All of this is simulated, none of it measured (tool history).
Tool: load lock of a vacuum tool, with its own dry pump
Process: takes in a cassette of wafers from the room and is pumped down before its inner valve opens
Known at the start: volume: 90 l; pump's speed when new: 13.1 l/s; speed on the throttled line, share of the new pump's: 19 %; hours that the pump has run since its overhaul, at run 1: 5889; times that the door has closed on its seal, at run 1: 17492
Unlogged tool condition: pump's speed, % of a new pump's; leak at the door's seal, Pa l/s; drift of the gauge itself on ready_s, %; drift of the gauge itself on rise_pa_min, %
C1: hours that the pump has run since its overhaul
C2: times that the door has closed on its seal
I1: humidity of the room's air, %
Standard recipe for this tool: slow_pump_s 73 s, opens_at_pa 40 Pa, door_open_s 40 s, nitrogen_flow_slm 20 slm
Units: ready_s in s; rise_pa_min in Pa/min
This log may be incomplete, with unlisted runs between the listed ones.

{"run": 1, "day": 0.0, "slow_pump_s": 73, "opens_at_pa": 40, "door_open_s": 40, "nitrogen_flow_slm": 20, "C1": 5889, "C2": 17492, "I1": 45.7, "ready_s": 119.5, "rise_pa_min": 0.125}
{"run": 2, "day": 10.808, "slow_pump_s": 45, "opens_at_pa": 40, "door_open_s": 40, "nitrogen_flow_slm": 20, "C1": 6149, "C2": 18643, "I1": 43.9, "ready_s": 96.2, "rise_pa_min": 0.139}
{"run": 3, "day": 18.688, "slow_pump_s": 45, "opens_at_pa": 40, "door_open_s": 40, "nitrogen_flow_slm": 20, "C1": 6338, "C2": 19483, "I1": 49.8, "ready_s": 95.5, "rise_pa_min": 0.139}
{"run": 4, "day": 24.925, "slow_pump_s": 45, "opens_at_pa": 40, "door_open_s": 40, "nitrogen_flow_slm": 20, "C1": 6487, "C2": 20147, "I1": 45.3, "ready_s": 97.2, "rise_pa_min": 0.145}
{"run": 5, "day": 36.442, "slow_pump_s": 45, "opens_at_pa": 40, "door_open_s": 40, "nitrogen_flow_slm": 20, "C1": 6764, "C2": 21373, "I1": 44.3, "ready_s": 97.1, "rise_pa_min": 0.165}
{"run": 6, "day": 44.758, "slow_pump_s": 45, "opens_at_pa": 40, "door_open_s": 40, "nitrogen_flow_slm": 20, "C1": 6963, "C2": 22259, "I1": 46.1, "ready_s": 96.3, "rise_pa_min": 0.168}
{"run": 7, "day": 52.792, "slow_pump_s": 73, "opens_at_pa": 40, "door_open_s": 40, "nitrogen_flow_slm": 20, "C1": 7156, "C2": 23114, "I1": 41.2, "ready_s": 119.3, "rise_pa_min": 0.183}
{"run": 8, "day": 66.912, "slow_pump_s": 73, "opens_at_pa": 40, "door_open_s": 40, "nitrogen_flow_slm": 20, "C1": 7495, "C2": 24618, "I1": 42.1, "ready_s": 118.9, "rise_pa_min": 0.187}
{"run": 9, "day": 80.717, "slow_pump_s": 95, "opens_at_pa": 40, "door_open_s": 40, "nitrogen_flow_slm": 20, "C1": 7826, "C2": 26088, "I1": 45.5, "ready_s": 138.3, "rise_pa_min": 0.202}
{"run": 10, "day": 95.596, "slow_pump_s": 95, "opens_at_pa": 40, "door_open_s": 40, "nitrogen_flow_slm": 20, "C1": 8183, "C2": 27673, "I1": 41.8, "ready_s": 139.1, "rise_pa_min": 0.223}
{"run": 11, "day": 102.762, "slow_pump_s": 114, "opens_at_pa": 40, "door_open_s": 40, "nitrogen_flow_slm": 20, "C1": 8356, "C2": 28436, "I1": 46.0, "ready_s": 152.9, "rise_pa_min": 0.236}
{"run": 12, "day": 112.783, "slow_pump_s": 114, "opens_at_pa": 40, "door_open_s": 40, "nitrogen_flow_slm": 20, "C1": 8596, "C2": 29503, "I1": 46.1, "ready_s": 151.7, "rise_pa_min": 0.243}
{"run": 13, "day": 124.896, "slow_pump_s": 114, "opens_at_pa": 40, "door_open_s": 40, "nitrogen_flow_slm": 20, "C1": 8887, "C2": 30793, "I1": 44.0, "ready_s": 153.9, "rise_pa_min": 0.257}
{"run": 14, "day": 137.538, "slow_pump_s": 114, "opens_at_pa": 40, "door_open_s": 40, "nitrogen_flow_slm": 20, "C1": 9190, "C2": 32139, "I1": 44.5, "ready_s": 155.5, "rise_pa_min": 0.28}
{"run": 15, "day": 150.004, "slow_pump_s": 114, "opens_at_pa": 40, "door_open_s": 40, "nitrogen_flow_slm": 20, "C1": 9489, "C2": 33467, "I1": 46.4, "ready_s": 155.1, "rise_pa_min": 0.3}
{"run": 16, "day": 164.671, "slow_pump_s": 114, "opens_at_pa": 40, "door_open_s": 40, "nitrogen_flow_slm": 20, "C1": 9841, "C2": 35029, "I1": 43.2, "ready_s": 153.6, "rise_pa_min": 0.331}
{"run": 17, "day": 176.425, "slow_pump_s": 73, "opens_at_pa": 40, "door_open_s": 40, "nitrogen_flow_slm": 20, "C1": 10123, "C2": 36280, "I1": 45.5, "ready_s": 122.3, "rise_pa_min": 0.334}
{"run": 18, "day": 187.433, "slow_pump_s": 73, "opens_at_pa": 40, "door_open_s": 40, "nitrogen_flow_slm": 20, "C1": 10388, "C2": 37453, "I1": 43.3, "ready_s": 121.5, "rise_pa_min": 0.356}
{"run": 19, "day": 199.192, "slow_pump_s": 73, "opens_at_pa": 40, "door_open_s": 40, "nitrogen_flow_slm": 20, "C1": 10670, "C2": 38705, "I1": 46.8, "ready_s": 121.4, "rise_pa_min": 0.37}
{"run": 20, "day": 212.246, "slow_pump_s": 95, "opens_at_pa": 40, "door_open_s": 40, "nitrogen_flow_slm": 20, "C1": 10983, "C2": 40095, "I1": 50.0, "ready_s": 139.5, "rise_pa_min": 0.397}
{"run": 21, "day": 226.292, "slow_pump_s": 135, "opens_at_pa": 77, "door_open_s": 68, "nitrogen_flow_slm": 14, "C1": 11320, "C2": 41591, "I1": 45.2, "ready_s": 166.1, "rise_pa_min": 0.427}
{"run": 22, "day": 240.912, "slow_pump_s": 135, "opens_at_pa": 77, "door_open_s": 68, "nitrogen_flow_slm": 14, "C1": 11671, "C2": 43148, "I1": 45.5, "ready_s": 166.8, "rise_pa_min": 0.45}
{"run": 23, "day": 249.5, "slow_pump_s": 73, "opens_at_pa": 40, "door_open_s": 132, "nitrogen_flow_slm": 25, "C1": 11877, "C2": 44063, "I1": 47.7, "ready_s": 124.5, "rise_pa_min": 0.467}
{"run": 24, "day": 264.1, "slow_pump_s": 124, "opens_at_pa": 50, "door_open_s": 105, "nitrogen_flow_slm": 11, "C1": 12228, "C2": 45617, "I1": 43.7, "ready_s": 164.0, "rise_pa_min": 0.487}
{"day": 271.4, "done": "dry pump taken out, an overhauled one fitted"}
{"run": 25, "day": 277.362, "slow_pump_s": 39, "opens_at_pa": 67, "door_open_s": 105, "nitrogen_flow_slm": 11, "C1": 143, "C2": 47003, "I1": 43.9, "ready_s": 82.0, "rise_pa_min": 0.513}
{"run": 26, "day": 291.029, "slow_pump_s": 43, "opens_at_pa": 40, "door_open_s": 139, "nitrogen_flow_slm": 20, "C1": 471, "C2": 48459, "I1": 43.0, "ready_s": 89.9, "rise_pa_min": 0.546}
{"run": 27, "day": 305.533, "slow_pump_s": 40, "opens_at_pa": 40, "door_open_s": 40, "nitrogen_flow_slm": 25, "C1": 819, "C2": 50003, "I1": 43.5, "ready_s": 88.2, "rise_pa_min": 0.544}
{"run": 28, "day": 319.0, "slow_pump_s": 47, "opens_at_pa": 40, "door_open_s": 48, "nitrogen_flow_slm": 25, "C1": 1142, "C2": 51437, "I1": 42.7, "ready_s": 93.5, "rise_pa_min": 0.572}
{"run": 29, "day": 326.942, "slow_pump_s": 73, "opens_at_pa": 37, "door_open_s": 40, "nitrogen_flow_slm": 20, "C1": 1333, "C2": 52283, "I1": 46.8, "ready_s": 115.3, "rise_pa_min": 0.603}
{"day": 332.121, "done": "door's seal changed, seat wiped"}
{"run": 30, "day": 338.254, "slow_pump_s": 73, "opens_at_pa": 37, "door_open_s": 52, "nitrogen_flow_slm": 10, "C1": 1603, "C2": 653, "I1": 45.8, "ready_s": 114.9, "rise_pa_min": 0.013}
{"run": 31, "day": 353.029, "slow_pump_s": 73, "opens_at_pa": 51, "door_open_s": 52, "nitrogen_flow_slm": 5, "C1": 1958, "C2": 2226, "I1": 45.8, "ready_s": 112.4, "rise_pa_min": 0.022}
{"run": 32, "day": 366.408, "slow_pump_s": 38, "opens_at_pa": 54, "door_open_s": 74, "nitrogen_flow_slm": 4, "C1": 2279, "C2": 3651, "I1": 44.0, "ready_s": 83.9, "rise_pa_min": 0.032}
{"run": 33, "day": 374.379, "slow_pump_s": 44, "opens_at_pa": 40, "door_open_s": 40, "nitrogen_flow_slm": 20, "C1": 2470, "C2": 4500, "I1": 44.6, "ready_s": 92.2, "rise_pa_min": 0.023}
{"run": 34, "day": 387.95, "slow_pump_s": 108, "opens_at_pa": 46, "door_open_s": 80, "nitrogen_flow_slm": 20, "C1": 2796, "C2": 5945, "I1": 46.1, "ready_s": 141.8, "rise_pa_min": 0.036}
{"run": 35, "day": 397.85, "slow_pump_s": 108, "opens_at_pa": 46, "door_open_s": 80, "nitrogen_flow_slm": 20, "C1": 3033, "C2": 7000, "I1": 46.6, "ready_s": 143.3, "rise_pa_min": 0.04}
{"run": 36, "day": 406.192, "slow_pump_s": 108, "opens_at_pa": 46, "door_open_s": 80, "nitrogen_flow_slm": 20, "C1": 3234, "C2": 7888, "I1": 48.1, "ready_s": 143.8, "rise_pa_min": 0.043}

Each row is a separate what-if for the run after 36, all from the same tool condition, not one after another. Results?
{"run": "A", "day": 416.504, "slow_pump_s": 73, "opens_at_pa": 40, "door_open_s": 72, "nitrogen_flow_slm": 29, "C1": 3481, "C2": 8986, "I1": 43.1, "ready_s": "?", "rise_pa_min": "?"}
{"run": "B", "day": 416.504, "slow_pump_s": 37, "opens_at_pa": 40, "door_open_s": 40, "nitrogen_flow_slm": 7, "C1": 3481, "C2": 8986, "I1": 42.0, "ready_s": "?", "rise_pa_min": "?"}
{"run": "C", "day": 416.504, "slow_pump_s": 46, "opens_at_pa": 40, "door_open_s": 40, "nitrogen_flow_slm": 11, "C1": 3481, "C2": 8986, "I1": 43.0, "ready_s": "?", "rise_pa_min": "?"}

run=A ready_s=115.8 rise_pa_min=0.052
run=B ready_s=86.1 rise_pa_min=0.061
run=C ready_s=93.3 rise_pa_min=0.053
The same runs, with their run-to-run variation unchanged, on a tool lacking any hidden condition would have given:
run=A ready_s=113.1 rise_pa_min=0.011
run=B ready_s=83.0 rise_pa_min=0.019
run=C ready_s=90.3 rise_pa_min=0.012
